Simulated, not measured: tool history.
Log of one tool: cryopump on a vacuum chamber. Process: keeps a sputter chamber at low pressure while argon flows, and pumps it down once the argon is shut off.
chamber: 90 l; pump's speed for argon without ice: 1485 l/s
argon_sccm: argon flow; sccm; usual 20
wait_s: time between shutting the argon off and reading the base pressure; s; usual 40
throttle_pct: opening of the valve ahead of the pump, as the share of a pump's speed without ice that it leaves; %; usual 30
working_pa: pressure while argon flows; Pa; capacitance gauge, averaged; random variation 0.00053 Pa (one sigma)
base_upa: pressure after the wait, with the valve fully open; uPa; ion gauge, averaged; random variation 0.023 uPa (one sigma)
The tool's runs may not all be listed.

run 1 day=0 | argon_sccm=20 wait_s=40 throttle_pct=30 | working_pa=0.0807 base_upa=1.17
run 2 day=0.725 | argon_sccm=20 wait_s=40 throttle_pct=30 | working_pa=0.0818 base_upa=1.18
run 3 day=1.492 | argon_sccm=20 wait_s=40 throttle_pct=16 | working_pa=0.1483 base_upa=1.2
run 4 day=2.321 | argon_sccm=35 wait_s=40 throttle_pct=16 | working_pa=0.2596 base_upa=1.21
run 5 day=2.796 | argon_sccm=20 wait_s=40 throttle_pct=30 | working_pa=0.0821 base_upa=1.22
run 6 day=3.458 | argon_sccm=20 wait_s=40 throttle_pct=30 | working_pa=0.0825 base_upa=1.24
run 7 day=4.171 | argon_sccm=11 wait_s=40 throttle_pct=30 | working_pa=0.0452 base_upa=1.26
run 8 day=4.708 | argon_sccm=20 wait_s=40 throttle_pct=30 | working_pa=0.0829 base_upa=1.25
-- day=5.246 pump warmed up, emptied and cooled again
run 9 day=5.704 | argon_sccm=20 wait_s=156 throttle_pct=30 | working_pa=0.076 base_upa=0.68
run 10 day=6.5 | argon_sccm=20 wait_s=40 throttle_pct=20 | working_pa=0.1144 base_upa=1.07
run 11 day=7.05 | argon_sccm=20 wait_s=40 throttle_pct=30 | working_pa=0.077 base_upa=1.13
run 12 day=7.721 | argon_sccm=20 wait_s=71 throttle_pct=30 | working_pa=0.0773 base_upa=0.93
run 13 day=8.646 | argon_sccm=12 wait_s=85 throttle_pct=57 | working_pa=0.0253 base_upa=0.89
run 14 day=9.375 | argon_sccm=9 wait_s=82 throttle_pct=17 | working_pa=0.0611 base_upa=0.92
run 15 day=9.817 | argon_sccm=9 wait_s=82 throttle_pct=17 | working_pa=0.0605 base_upa=0.91
run 16 day=10.275 | argon_sccm=8 wait_s=29 throttle_pct=48 | working_pa=0.0189 base_upa=1.41
run 17 day=10.958 | argon_sccm=8 wait_s=29 throttle_pct=48 | working_pa=0.0187 base_upa=1.45
run 18 day=11.804 | argon_sccm=8 wait_s=29 throttle_pct=48 | working_pa=0.0198 base_upa=1.45
run 19 day=12.196 | argon_sccm=26 wait_s=40 throttle_pct=17 | working_pa=0.1761 base_upa=1.32
run 20 day=12.767 | argon_sccm=18 wait_s=112 throttle_pct=30 | working_pa=0.0693 base_upa=0.87
run 21 day=13.158 | argon_sccm=28 wait_s=40 throttle_pct=22 | working_pa=0.1473 base_upa=1.25
run 22 day=13.638 | argon_sccm=35 wait_s=132 throttle_pct=41 | working_pa=0.1007 base_upa=0.88

The same runs without the tool's hidden state, with the same run-to-run variation:
The hidden state here: pump's speed, % of a pump's without ice; cold plate's temperature, K; leak into the chamber, uPa l/s; drift of the gauge itself on working_pa, %; drift of the gauge itself on base_upa, %.
run=1 working_pa=0.0752 base_upa=0.78
run=2 working_pa=0.0761 base_upa=0.77
run=3 working_pa=0.1424 base_upa=0.77
run=4 working_pa=0.249 base_upa=0.76
run=5 working_pa=0.0759 base_upa=0.77
run=6 working_pa=0.0762 base_upa=0.77
run=7 working_pa=0.0417 base_upa=0.78
run=8 working_pa=0.0762 base_upa=0.76
run=9 working_pa=0.0758 base_upa=0.33
run=10 working_pa=0.1141 base_upa=0.71
run=11 working_pa=0.0766 base_upa=0.75
run=12 working_pa=0.0768 base_upa=0.53
run=13 working_pa=0.0249 base_upa=0.48
run=14 working_pa=0.0607 base_upa=0.49
run=15 working_pa=0.0601 base_upa=0.48
run=16 working_pa=0.0186 base_upa=0.98
run=17 working_pa=0.0183 base_upa=0.99
run=18 working_pa=0.0193 base_upa=0.98
run=19 working_pa=0.1745 base_upa=0.83
run=20 working_pa=0.0681 base_upa=0.39
run=21 working_pa=0.1453 base_upa=0.76
run=22 working_pa=0.0982 base_upa=0.37

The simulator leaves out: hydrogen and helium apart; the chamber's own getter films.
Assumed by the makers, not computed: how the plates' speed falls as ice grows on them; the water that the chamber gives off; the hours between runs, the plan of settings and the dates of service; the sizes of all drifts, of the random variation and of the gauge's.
